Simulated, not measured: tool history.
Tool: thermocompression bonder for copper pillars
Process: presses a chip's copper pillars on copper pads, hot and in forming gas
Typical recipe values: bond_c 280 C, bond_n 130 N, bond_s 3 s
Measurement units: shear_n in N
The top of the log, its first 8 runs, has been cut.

run	hour	bond_c	bond_n	bond_s	shear_n
9	59	280	130	4	115
10	63.9	280	130	4	114.3
11	70.1	280	130	3	106.4
12	78.1	280	184	3	121.3
13	84.1	280	184	3	121.8
14	92.5	280	130	3	106.7
15	97.7	280	130	2	95
16	105.7	280	130	3	106.6
17	112.8	280	130	3	106.8
18	120.3	280	130	3	106.6
19	124.6	280	130	3	105.9
20	133.4	280	130	3	106.6
21	137.6	307	130	3	122.9
22	143.6	254	130	3	88.1
23	147.6	254	130	3	87.9
24	155.1	272	89	8	110.6
25	159.8	272	89	8	110.1
26	169.4	283	89	4	99
27	173.9	269	89	2	71

What does the tool deliver on the next run?
28	177.8	280	130	4	?

shear_n: 114 N
Had the tool carried no hidden state, the very same run would have given shear_n 113.9 N.
